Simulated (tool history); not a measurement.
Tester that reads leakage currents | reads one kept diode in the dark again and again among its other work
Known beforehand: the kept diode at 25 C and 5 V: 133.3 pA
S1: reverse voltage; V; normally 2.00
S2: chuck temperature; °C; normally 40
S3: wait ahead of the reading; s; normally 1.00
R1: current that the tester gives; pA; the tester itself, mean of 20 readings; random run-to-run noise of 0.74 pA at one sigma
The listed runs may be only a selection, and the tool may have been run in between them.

run	day	S1	S2	S3	R1
1	0.000	2.00	40	1.00	225.06
2	0.646	2.00	40	1.00	226.44
# day 0.946: probe card cleaned and baked
3	1.767	2.00	40	1.00	228.42
4	2.883	2.00	40	1.94	228.23
5	3.500	2.00	40	1.94	228.22
6	4.396	2.00	40	0.63	226.68
7	5.267	2.00	40	0.63	227.43
8	6.367	2.00	40	1.00	226.43
9	7.446	2.00	40	0.37	226.57
# day 7.683: probe card cleaned and baked, once more
10	8.462	2.00	40	0.37	220.80
11	9.138	2.00	40	2.21	218.67
12	9.683	2.00	40	2.21	218.77
13	10.404	2.00	40	2.21	217.61
14	11.342	9.03	33	1.00	288.82

Run 15 is up next; what results do you expect?
15	12.254	9.03	33	1.00	?

Run 15 yielded R1 286.72 pA.
Had the tool carried no hidden state, the very same run would have given R1 323.88 pA.
